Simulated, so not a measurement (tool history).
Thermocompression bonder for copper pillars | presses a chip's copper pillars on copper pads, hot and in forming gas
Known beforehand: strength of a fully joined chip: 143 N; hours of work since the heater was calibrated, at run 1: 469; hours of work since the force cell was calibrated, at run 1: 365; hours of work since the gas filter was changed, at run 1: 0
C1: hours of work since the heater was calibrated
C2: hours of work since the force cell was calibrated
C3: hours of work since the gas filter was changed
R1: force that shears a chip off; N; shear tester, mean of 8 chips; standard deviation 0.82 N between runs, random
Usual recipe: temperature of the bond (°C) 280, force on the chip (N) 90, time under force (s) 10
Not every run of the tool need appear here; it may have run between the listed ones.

{"run": 1, "hour": 0.0, "temperature of the bond (°C)": 280, "force on the chip (N)": 90, "time under force (s)": 10, "C1": 469, "C2": 365, "C3": 0, "R1": 72}
{"run": 2, "hour": 7.3, "temperature of the bond (°C)": 280, "force on the chip (N)": 90, "time under force (s)": 10, "C1": 473, "C2": 370, "C3": 5, "R1": 70.8}
{"run": 3, "hour": 14.8, "temperature of the bond (°C)": 280, "force on the chip (N)": 90, "time under force (s)": 10, "C1": 478, "C2": 375, "C3": 9, "R1": 72.9}
{"run": 4, "hour": 26.5, "temperature of the bond (°C)": 280, "force on the chip (N)": 90, "time under force (s)": 10, "C1": 486, "C2": 382, "C3": 17, "R1": 70.9}
{"run": 5, "hour": 35.2, "temperature of the bond (°C)": 280, "force on the chip (N)": 90, "time under force (s)": 10, "C1": 491, "C2": 388, "C3": 23, "R1": 71.6}
{"run": 6, "hour": 49.9, "temperature of the bond (°C)": 296, "force on the chip (N)": 90, "time under force (s)": 10, "C1": 501, "C2": 397, "C3": 32, "R1": 79.7}
{"run": 7, "hour": 59.1, "temperature of the bond (°C)": 296, "force on the chip (N)": 90, "time under force (s)": 10, "C1": 506, "C2": 403, "C3": 38, "R1": 81.2}
{"run": 8, "hour": 67.5, "temperature of the bond (°C)": 310, "force on the chip (N)": 90, "time under force (s)": 10, "C1": 512, "C2": 409, "C3": 43, "R1": 89}
{"run": 9, "hour": 80.0, "temperature of the bond (°C)": 280, "force on the chip (N)": 90, "time under force (s)": 10, "C1": 520, "C2": 417, "C3": 51, "R1": 68.8}
{"run": 10, "hour": 91.5, "temperature of the bond (°C)": 280, "force on the chip (N)": 90, "time under force (s)": 10, "C1": 527, "C2": 424, "C3": 59, "R1": 68.5}
{"run": 11, "hour": 99.2, "temperature of the bond (°C)": 294, "force on the chip (N)": 90, "time under force (s)": 10, "C1": 532, "C2": 429, "C3": 63, "R1": 76.9}
{"run": 12, "hour": 112.2, "temperature of the bond (°C)": 294, "force on the chip (N)": 90, "time under force (s)": 25, "C1": 540, "C2": 437, "C3": 72, "R1": 101}
{"run": 13, "hour": 121.2, "temperature of the bond (°C)": 294, "force on the chip (N)": 90, "time under force (s)": 25, "C1": 546, "C2": 443, "C3": 78, "R1": 100.4}
{"run": 14, "hour": 135.3, "temperature of the bond (°C)": 280, "force on the chip (N)": 90, "time under force (s)": 10, "C1": 555, "C2": 452, "C3": 87, "R1": 68.9}
{"run": 15, "hour": 145.6, "temperature of the bond (°C)": 280, "force on the chip (N)": 90, "time under force (s)": 10, "C1": 562, "C2": 459, "C3": 93, "R1": 67.4}
{"run": 16, "hour": 153.7, "temperature of the bond (°C)": 280, "force on the chip (N)": 90, "time under force (s)": 10, "C1": 567, "C2": 464, "C3": 98, "R1": 67.3}
{"run": 17, "hour": 163.4, "temperature of the bond (°C)": 280, "force on the chip (N)": 90, "time under force (s)": 10, "C1": 573, "C2": 470, "C3": 105, "R1": 68}
{"run": 18, "hour": 173.6, "temperature of the bond (°C)": 280, "force on the chip (N)": 90, "time under force (s)": 10, "C1": 580, "C2": 477, "C3": 111, "R1": 66.7}
{"run": 19, "hour": 180.0, "temperature of the bond (°C)": 280, "force on the chip (N)": 90, "time under force (s)": 10, "C1": 584, "C2": 481, "C3": 115, "R1": 67.2}
{"run": 20, "hour": 190.5, "temperature of the bond (°C)": 280, "force on the chip (N)": 90, "time under force (s)": 10, "C1": 591, "C2": 487, "C3": 122, "R1": 67.2}
{"run": 21, "hour": 200.8, "temperature of the bond (°C)": 280, "force on the chip (N)": 90, "time under force (s)": 10, "C1": 597, "C2": 494, "C3": 128, "R1": 66}
{"run": 22, "hour": 211.0, "temperature of the bond (°C)": 280, "force on the chip (N)": 100, "time under force (s)": 9, "C1": 604, "C2": 500, "C3": 135, "R1": 67.1}
{"run": 23, "hour": 219.9, "temperature of the bond (°C)": 280, "force on the chip (N)": 56, "time under force (s)": 7, "C1": 609, "C2": 506, "C3": 141, "R1": 40.8}
{"run": 24, "hour": 228.5, "temperature of the bond (°C)": 271, "force on the chip (N)": 59, "time under force (s)": 14, "C1": 615, "C2": 512, "C3": 146, "R1": 50.2}
{"run": 25, "hour": 241.3, "temperature of the bond (°C)": 251, "force on the chip (N)": 111, "time under force (s)": 18, "C1": 623, "C2": 520, "C3": 154, "R1": 68.9}
{"run": 26, "hour": 253.7, "temperature of the bond (°C)": 267, "force on the chip (N)": 88, "time under force (s)": 8, "C1": 631, "C2": 528, "C3": 162, "R1": 50.9}
{"run": 27, "hour": 265.9, "temperature of the bond (°C)": 258, "force on the chip (N)": 57, "time under force (s)": 11, "C1": 639, "C2": 536, "C3": 170, "R1": 37.7}
{"run": 28, "hour": 279.8, "temperature of the bond (°C)": 258, "force on the chip (N)": 57, "time under force (s)": 11, "C1": 648, "C2": 544, "C3": 179, "R1": 38.1}
{"run": 29, "hour": 291.1, "temperature of the bond (°C)": 286, "force on the chip (N)": 110, "time under force (s)": 23, "C1": 655, "C2": 552, "C3": 186, "R1": 95.1}
{"run": 30, "hour": 304.2, "temperature of the bond (°C)": 286, "force on the chip (N)": 110, "time under force (s)": 23, "C1": 663, "C2": 560, "C3": 195, "R1": 95.3}
{"hour": 310.8, "done": "forming gas filter changed"}
{"run": 31, "hour": 311.4, "temperature of the bond (°C)": 280, "force on the chip (N)": 61, "time under force (s)": 11, "C1": 668, "C2": 564, "C3": 0, "R1": 55.4}
{"run": 32, "hour": 321.5, "temperature of the bond (°C)": 291, "force on the chip (N)": 92, "time under force (s)": 12, "C1": 674, "C2": 571, "C3": 7, "R1": 83.3}
{"run": 33, "hour": 333.2, "temperature of the bond (°C)": 284, "force on the chip (N)": 66, "time under force (s)": 9, "C1": 682, "C2": 578, "C3": 14, "R1": 57.7}
{"run": 34, "hour": 339.6, "temperature of the bond (°C)": 284, "force on the chip (N)": 66, "time under force (s)": 9, "C1": 686, "C2": 582, "C3": 18, "R1": 56.7}
{"run": 35, "hour": 352.9, "temperature of the bond (°C)": 309, "force on the chip (N)": 110, "time under force (s)": 10, "C1": 694, "C2": 591, "C3": 27, "R1": 98.3}
{"run": 36, "hour": 362.6, "temperature of the bond (°C)": 258, "force on the chip (N)": 110, "time under force (s)": 7, "C1": 700, "C2": 597, "C3": 33, "R1": 55}
{"run": 37, "hour": 373.5, "temperature of the bond (°C)": 258, "force on the chip (N)": 110, "time under force (s)": 12, "C1": 707, "C2": 604, "C3": 40, "R1": 67.9}
{"run": 38, "hour": 381.6, "temperature of the bond (°C)": 306, "force on the chip (N)": 90, "time under force (s)": 6, "C1": 712, "C2": 609, "C3": 45, "R1": 72.3}
{"run": 39, "hour": 388.0, "temperature of the bond (°C)": 276, "force on the chip (N)": 87, "time under force (s)": 10, "C1": 717, "C2": 613, "C3": 49, "R1": 64}

Predict each of these 5 candidate next runs independently; none follows another, all start after run 39:
{"run": "A", "hour": 397.4, "temperature of the bond (°C)": 256, "force on the chip (N)": 78, "time under force (s)": 13, "C1": 723, "C2": 619, "C3": 55, "R1": "?"}
{"run": "B", "hour": 397.4, "temperature of the bond (°C)": 304, "force on the chip (N)": 59, "time under force (s)": 6, "C1": 723, "C2": 619, "C3": 55, "R1": "?"}
{"run": "C", "hour": 397.4, "temperature of the bond (°C)": 276, "force on the chip (N)": 92, "time under force (s)": 10, "C1": 723, "C2": 619, "C3": 55, "R1": "?"}
{"run": "D", "hour": 397.4, "temperature of the bond (°C)": 287, "force on the chip (N)": 128, "time under force (s)": 10, "C1": 723, "C2": 619, "C3": 55, "R1": "?"}
{"run": "E", "hour": 397.4, "temperature of the bond (°C)": 280, "force on the chip (N)": 90, "time under force (s)": 21, "C1": 723, "C2": 619, "C3": 55, "R1": "?"}

run=A R1=51.2
run=B R1=53.9
run=C R1=66.6
run=D R1=89.1
run=E R1=86
Had the tool no hidden state, the same runs would have come out as:
run=A R1=57.1
run=B R1=59
run=C R1=73.1
run=D R1=96.3
run=E R1=93.2
